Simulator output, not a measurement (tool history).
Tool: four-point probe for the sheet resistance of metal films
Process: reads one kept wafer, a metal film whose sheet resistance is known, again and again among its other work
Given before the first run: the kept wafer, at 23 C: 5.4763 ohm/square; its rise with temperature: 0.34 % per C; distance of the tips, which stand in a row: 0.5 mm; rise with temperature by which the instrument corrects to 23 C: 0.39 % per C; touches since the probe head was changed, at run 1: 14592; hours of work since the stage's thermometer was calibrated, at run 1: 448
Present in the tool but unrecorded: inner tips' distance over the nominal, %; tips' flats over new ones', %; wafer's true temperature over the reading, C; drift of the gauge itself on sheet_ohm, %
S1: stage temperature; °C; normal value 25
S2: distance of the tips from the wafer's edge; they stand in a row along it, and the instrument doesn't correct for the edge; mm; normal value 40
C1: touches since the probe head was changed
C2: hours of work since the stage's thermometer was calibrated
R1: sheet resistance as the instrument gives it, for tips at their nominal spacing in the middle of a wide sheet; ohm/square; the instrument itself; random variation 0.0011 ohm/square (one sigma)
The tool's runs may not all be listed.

run,hour,S1,S2,C1,C2,R1
1,0.0,25,40,14592,448,5.465100
2,45.9,25,40,15405,473,5.464033
3,70.6,25,40,15842,486,5.462952
4,120.3,25,40,16721,513,5.465889
5,150.4,20,40,17253,529,5.475913
6,186.5,20,40,17893,549,5.474135
7,214.6,25,36,18390,564,5.462621
8,236.1,27,40,18771,576,5.457873
9,272.0,27,40,19406,595,5.457538
10,292.3,28,40,19766,606,5.454886
11,342.2,28,7,20647,633,5.470040
12,372.0,28,7,21176,650,5.470799
13,393.5,28,7,21556,661,5.469207
14,442.8,28,7,22428,688,5.467248
15,472.1,25,4,22947,704,5.506088
16,500.4,25,4,23448,719,5.506640
17,528.7,25,4,23949,735,5.506463
18,549.0,25,4,24307,746,5.504826
19,570.0,25,4,24680,757,5.505019
20,593.7,35,4,25099,770,5.481875
21,642.8,35,4,25967,797,5.481189
22,665.9,35,10,26377,809,5.441960
23,708.5,26,65,27130,832,5.455276
24,732.3,18,23,27551,845,5.480886
25,772.7,28,57,28266,867,5.452699
26,807.5,28,57,28882,886,5.452708
27,839.2,21,57,29443,903,5.467562
28,862.7,31,17,29858,916,5.448231
29,902.7,25,13,30567,938,5.463295
30,945.6,23,13,31326,961,5.468413
31,968.9,23,13,31738,974,5.467698
32,1009.3,25,13,32453,996,5.459635
33,1055.6,22,22,33272,1021,5.466911
34,1103.7,30,40,34123,1047,5.446533
35,1131.3,30,40,34612,1062,5.443811
36,1163.0,22,57,35172,1079,5.465336
37,1185.2,19,6,35566,1091,5.492457
38,1216.2,33,6,36115,1108,5.457635
39,1262.0,22,4,36925,1133,5.512035
40,1311.6,21,40,37802,1160,5.464563
41,1341.7,25,3,38336,1176,5.536404
42,1372.2,23,5,38875,1193,5.488016

A few steps of R1 between consecutive runs. Split each: what settings, incoming material and random variation would produce without the hidden state, and what is left over for the hidden state, along with gauge scatter present in only one of the two compared results (measured, and without hidden state):
Run 33 -> 34: S1 22 -> 30, S2 22 -> 40. R1 -0.020378 ohm/square: hidden state -0.000402, all else -0.019976.
Run 37 -> 38: S1 19 -> 33. R1 -0.034822 ohm/square: hidden state -0.000388, all else -0.034434.
Run 38 -> 39: S1 33 -> 22, S2 6 -> 4. R1 +0.054400 ohm/square: hidden state -0.000195, all else +0.054595.
Run 40 -> 41: S1 21 -> 25, S2 40 -> 3. R1 +0.071841 ohm/square: hidden state -0.000439, all else +0.072280.
Run 41 -> 42: S1 25 -> 23, S2 3 -> 5. R1 -0.048388 ohm/square: hidden state -0.000033, all else -0.048355.

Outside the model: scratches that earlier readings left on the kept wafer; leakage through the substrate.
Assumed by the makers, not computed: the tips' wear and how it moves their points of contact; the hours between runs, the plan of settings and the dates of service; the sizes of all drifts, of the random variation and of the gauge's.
